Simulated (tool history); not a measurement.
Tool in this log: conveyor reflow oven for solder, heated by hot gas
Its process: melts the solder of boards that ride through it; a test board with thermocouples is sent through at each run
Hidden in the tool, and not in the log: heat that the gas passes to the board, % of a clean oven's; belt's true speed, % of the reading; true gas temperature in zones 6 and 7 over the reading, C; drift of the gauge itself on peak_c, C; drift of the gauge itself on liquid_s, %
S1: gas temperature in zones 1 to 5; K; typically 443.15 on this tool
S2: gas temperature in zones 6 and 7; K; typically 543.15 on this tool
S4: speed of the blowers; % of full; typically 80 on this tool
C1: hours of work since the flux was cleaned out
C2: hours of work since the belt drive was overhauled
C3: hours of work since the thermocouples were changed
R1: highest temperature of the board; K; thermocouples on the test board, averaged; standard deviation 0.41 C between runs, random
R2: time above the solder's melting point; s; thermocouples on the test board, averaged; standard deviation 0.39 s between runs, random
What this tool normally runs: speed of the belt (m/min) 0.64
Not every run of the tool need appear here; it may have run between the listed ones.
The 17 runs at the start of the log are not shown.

run 18 hour=1109.3 | S1=451.15 S2=535.15 speed_of_the_belt_(m/min)=0.531 S4=80 | C1=191 C2=453 C3=1083 | R1=517.85 R2=62.9
-- hour=1146.1 flux residue cleaned out of gas plates and filters
run 19 hour=1171.3 | S1=451.15 S2=535.15 speed_of_the_belt_(m/min)=0.531 S4=80 | C1=16 C2=489 C3=1119 | R1=519.25 R2=65.4
run 20 hour=1234.3 | S1=444.15 S2=540.15 speed_of_the_belt_(m/min)=0.752 S4=80 | C1=55 C2=528 C3=1158 | R1=510.55 R2=32.8
-- hour=1292.4 thermocouples of zones 6 and 7 changed
run 21 hour=1314.6 | S1=444.15 S2=540.15 speed_of_the_belt_(m/min)=0.752 S4=80 | C1=104 C2=576 C3=14 | R1=512.95 R2=34.8
run 22 hour=1379.2 | S1=444.15 S2=540.15 speed_of_the_belt_(m/min)=0.752 S4=80 | C1=144 C2=617 C3=54 | R1=511.55 R2=33.2
run 23 hour=1440.1 | S1=444.15 S2=534.15 speed_of_the_belt_(m/min)=0.64 S4=84 | C1=182 C2=655 C3=92 | R1=513.95 R2=44
-- hour=1493.5 flux residue cleaned out of gas plates and filters
run 24 hour=1493.5 | S1=451.15 S2=534.15 speed_of_the_belt_(m/min)=0.64 S4=84 | C1=0 C2=685 C3=122 | R1=516.85 R2=50.7
-- hour=1575.2 belt drive overhauled, speed set with a stopwatch
run 25 hour=1580.4 | S1=447.15 S2=553.15 speed_of_the_belt_(m/min)=0.64 S4=84 | C1=52 C2=3 C3=173 | R1=531.25 R2=58
run 26 hour=1658 | S1=443.15 S2=543.15 speed_of_the_belt_(m/min)=0.73 S4=50 | C1=100 C2=52 C3=222 | R1=506.35 R2=26.9
run 27 hour=1737.2 | S1=445.15 S2=543.15 speed_of_the_belt_(m/min)=0.64 S4=80 | C1=149 C2=101 C3=271 | R1=520.25 R2=50.1
run 28 hour=1824.1 | S1=443.15 S2=553.15 speed_of_the_belt_(m/min)=0.606 S4=80 | C1=203 C2=155 C3=325 | R1=529.95 R2=59.8
-- hour=1839.4 flux residue cleaned out of gas plates and filters
run 29 hour=1884.2 | S1=453.15 S2=547.15 speed_of_the_belt_(m/min)=0.676 S4=80 | C1=28 C2=189 C3=359 | R1=524.55 R2=53.3
run 30 hour=1930.9 | S1=451.15 S2=548.15 speed_of_the_belt_(m/min)=0.64 S4=81 | C1=57 C2=218 C3=388 | R1=526.05 R2=57

Below are 3 alternative next runs, each starting from the tool's condition after run 30. Predict each:
run A hour=1990 | S1=451.15 S2=551.15 speed_of_the_belt_(m/min)=0.691 S4=81 | C1=94 C2=255 C3=425 | R1=? R2=?
run B hour=1990 | S1=432.15 S2=548.15 speed_of_the_belt_(m/min)=0.64 S4=81 | C1=94 C2=255 C3=425 | R1=? R2=?
run C hour=1990 | S1=439.15 S2=548.15 speed_of_the_belt_(m/min)=0.64 S4=81 | C1=94 C2=255 C3=425 | R1=? R2=?

run=A R1=525.25 R2=51.7
run=B R1=521.65 R2=47.8
run=C R1=523.35 R2=50.7
Stripped of hidden state, with their random variation kept, the same runs would have yielded:
run=A R1=527.65 R2=53.2
run=B R1=524.15 R2=49.7
run=C R1=525.75 R2=52.5

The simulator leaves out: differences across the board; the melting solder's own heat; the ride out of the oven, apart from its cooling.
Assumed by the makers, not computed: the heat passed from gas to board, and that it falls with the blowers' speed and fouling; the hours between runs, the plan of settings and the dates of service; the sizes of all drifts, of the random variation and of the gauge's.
